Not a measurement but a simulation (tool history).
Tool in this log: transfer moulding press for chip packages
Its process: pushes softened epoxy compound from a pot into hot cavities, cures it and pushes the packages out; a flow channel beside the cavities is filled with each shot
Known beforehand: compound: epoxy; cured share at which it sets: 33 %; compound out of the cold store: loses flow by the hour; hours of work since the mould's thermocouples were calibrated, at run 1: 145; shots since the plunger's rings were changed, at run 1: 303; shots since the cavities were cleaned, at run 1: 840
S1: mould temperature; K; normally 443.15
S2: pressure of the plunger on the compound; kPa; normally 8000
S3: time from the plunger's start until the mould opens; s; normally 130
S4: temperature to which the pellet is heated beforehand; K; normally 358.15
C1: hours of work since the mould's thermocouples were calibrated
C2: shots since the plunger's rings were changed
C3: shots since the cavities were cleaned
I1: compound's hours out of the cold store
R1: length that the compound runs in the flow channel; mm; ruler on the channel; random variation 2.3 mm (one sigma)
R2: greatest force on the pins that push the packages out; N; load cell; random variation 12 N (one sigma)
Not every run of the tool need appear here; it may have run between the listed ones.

| run | hour | S1 | S2 | S3 | S4 | C1 | C2 | C3 | I1 | R1 | R2 |
|---|---|---|---|---|---|---|---|---|---|---|---|
| 1 | 0 | 443.15 | 8000 | 130 | 358.15 | 145 | 303 | 840 | 26.5 | 720 | 1052 |
| 2 | 6.7 | 443.15 | 8000 | 130 | 358.15 | 148 | 353 | 890 | 13.8 | 742 | 1136 |
| 3 | 15.1 | 443.15 | 8000 | 130 | 358.15 | 152 | 417 | 954 | 12.2 | 746 | 1101 |
| 4 | 19.3 | 443.15 | 8000 | 130 | 357.15 | 154 | 449 | 986 | 20.5 | 729 | 1113 |
| 5 | 23.4 | 443.15 | 8000 | 130 | 357.15 | 156 | 479 | 1016 | 32.1 | 702 | 1086 |
|  | 28.8 | cavities cleaned with cleaning compound and waxed |
| 6 | 32.6 | 443.15 | 8000 | 129 | 357.15 | 160 | 538 | 29 | 18.2 | 735 | 654 |
| 7 | 40.2 | 443.15 | 8000 | 130 | 358.15 | 163 | 595 | 86 | 42.4 | 690 | 696 |
| 8 | 45.6 | 443.15 | 8000 | 130 | 358.15 | 166 | 636 | 127 | 41.5 | 685 | 717 |
| 9 | 55 | 443.15 | 8000 | 130 | 358.15 | 171 | 707 | 198 | 11.4 | 748 | 799 |
| 10 | 60.6 | 443.15 | 8000 | 140 | 358.15 | 173 | 749 | 240 | 33.7 | 695 | 698 |
| 11 | 64.6 | 443.15 | 9590 | 165 | 366.15 | 175 | 780 | 271 | 27.5 | 777 | 628 |
| 12 | 73.9 | 439.15 | 8000 | 130 | 353.15 | 180 | 850 | 341 | 27.9 | 727 | 1170 |
| 13 | 77.8 | 438.15 | 8670 | 155 | 358.15 | 182 | 879 | 370 | 19.7 | 767 | 872 |
| 14 | 81.8 | 438.15 | 8670 | 155 | 358.15 | 184 | 910 | 401 | 47.5 | 716 | 848 |
| 15 | 90.7 | 438.15 | 6170 | 150 | 360.15 | 188 | 977 | 468 | 23.4 | 642 | 954 |
| 16 | 98.1 | 438.15 | 6170 | 150 | 360.15 | 191 | 1033 | 524 | 16.5 | 652 | 979 |
| 17 | 107 | 443.15 | 6920 | 130 | 351.15 | 196 | 1100 | 591 | 29.2 | 654 | 988 |
| 18 | 112.4 | 443.15 | 7470 | 133 | 363.15 | 198 | 1141 | 632 | 37.4 | 664 | 966 |
| 19 | 121 | 443.15 | 7470 | 133 | 362.15 | 202 | 1206 | 697 | 33.1 | 674 | 922 |

Consider 3 possible next runs. They are alternatives, not a sequence: every one starts from the tool as it was left by run 19. What does each give?
| A | 125.3 | 443.15 | 7470 | 128 | 362.15 | 204 | 1239 | 730 | 12 | ? | ? |
| B | 125.3 | 437.15 | 8000 | 131 | 358.15 | 204 | 1239 | 730 | 40.2 | ? | ? |
| C | 125.3 | 443.15 | 7470 | 133 | 362.15 | 204 | 1239 | 730 | 24.3 | ? | ? |

| run | R1 | R2 |
|---|---|---|
| A | 718 | 1094 |
| B | 698 | 1456 |
| C | 689 | 1007 |
Without the tool's unlogged condition, the same runs would have read:
| run | R1 | R2 |
|---|---|---|
| A | 731 | 644 |
| B | 710 | 858 |
| C | 701 | 599 |
